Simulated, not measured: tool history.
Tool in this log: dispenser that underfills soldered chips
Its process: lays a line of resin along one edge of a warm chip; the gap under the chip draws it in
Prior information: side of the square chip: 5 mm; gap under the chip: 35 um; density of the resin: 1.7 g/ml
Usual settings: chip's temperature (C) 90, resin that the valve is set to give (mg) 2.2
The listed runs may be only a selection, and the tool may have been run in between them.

| run | hour | chip's temperature (C) | resin that the valve is set to give (mg) | time until the resin shows at the far edge (s) | resin that the valve gave (mg) |
|---|---|---|---|---|---|
| 1 | 0 | 90 | 2.2 | 19.8 | 2.171 |
| 2 | 5.1 | 90 | 2.2 | 26.7 | 2.15 |
| 3 | 11.1 | 90 | 2.2 | 39 | 2.156 |
|  | 12.3 | new syringe of resin |
| 4 | 19.5 | 90 | 2.2 | 29.4 | 2.13 |
|  | 25.3 | new syringe of resin |
| 5 | 25.3 | 90 | 2.2 | 18.8 | 2.126 |
| 6 | 29.7 | 90 | 2.2 | 25.1 | 2.138 |
| 7 | 34.4 | 90 | 2.2 | 33.3 | 2.129 |
|  | 38 | new syringe of resin |
| 8 | 41.8 | 90 | 2.2 | 24.5 | 2.125 |
| 9 | 50.1 | 90 | 1.91 | 41.2 | 1.848 |
|  | 51.2 | new syringe of resin |
| 10 | 55.8 | 90 | 1.91 | 26.8 | 1.83 |
|  | 64 | new syringe of resin |
| 11 | 64 | 90 | 1.91 | 20.8 | 1.833 |
| 12 | 72.6 | 90 | 1.91 | 33.3 | 1.822 |
|  | 76.9 | new syringe of resin |
| 13 | 77.5 | 90 | 1.91 | 21.4 | 1.836 |
| 14 | 85.4 | 90 | 2.2 | 31.4 | 2.092 |
|  | 90 | new syringe of resin |
|  | 92.4 | dispensing valve cleaned and set on the balance |
| 15 | 95 | 90 | 1.98 | 25.2 | 1.991 |
| 16 | 99.8 | 84 | 2.2 | 37.7 | 2.198 |
|  | 103.7 | new syringe of resin |
| 17 | 105.9 | 92 | 2.49 | 20.3 | 2.481 |
| 18 | 114.2 | 92 | 2.23 | 34 | 2.214 |
|  | 116.4 | new syringe of resin |
| 19 | 120.2 | 92 | 2.23 | 22.6 | 2.196 |
| 20 | 127.7 | 92 | 2.11 | 35.1 | 2.088 |
|  | 129.3 | new syringe of resin |
| 21 | 137.3 | 88 | 2.11 | 33.3 | 2.112 |
| 22 | 141.5 | 93 | 2.1 | 36.5 | 2.058 |
|  | 142.3 | new syringe of resin |
| 23 | 146.5 | 99 | 2.83 | 19.1 | 2.783 |
| 24 | 152 | 105 | 2.2 | 22.6 | 2.17 |
|  | 155.3 | new syringe of resin |
| 25 | 161.3 | 79 | 1.96 | 38.9 | 1.928 |
| 26 | 165.6 | 79 | 1.96 | 49.4 | 1.912 |
|  | 168.4 | new syringe of resin |
| 27 | 174 | 79 | 1.96 | 37.9 | 1.927 |
|  | 181.6 | new syringe of resin |
| 28 | 183.1 | 104 | 2.73 | 14.1 | 2.678 |
| 29 | 192.3 | 104 | 1.95 | 24.3 | 1.92 |
|  | 194.3 | new syringe of resin |
| 30 | 197.4 | 81 | 1.98 | 30.8 | 1.931 |
| 31 | 204.4 | 99 | 2.88 | 26.7 | 2.803 |

Alternative continuations, all from the tool just after run 31; predict every row:
|  | 206.9 | new syringe of resin |
| A | 209.4 | 92 | 1.91 | ? | ? |
|  | 206.9 | new syringe of resin |
| B | 209.4 | 83 | 2.01 | ? | ? |
|  | 206.9 | new syringe of resin |
| C | 209.4 | 103 | 2.13 | ? | ? |

| run | time until the resin shows at the far edge (s) | resin that the valve gave (mg) |
|---|---|---|
| A | 21.1 | 1.85 |
| B | 27.7 | 1.933 |
| C | 16 | 2.053 |
Without the tool's unlogged condition, the same runs would have read:
| run | time until the resin shows at the far edge (s) | resin that the valve gave (mg) |
|---|---|---|
| A | 18.9 | 1.909 |
| B | 25 | 1.994 |
| C | 14.5 | 2.118 |
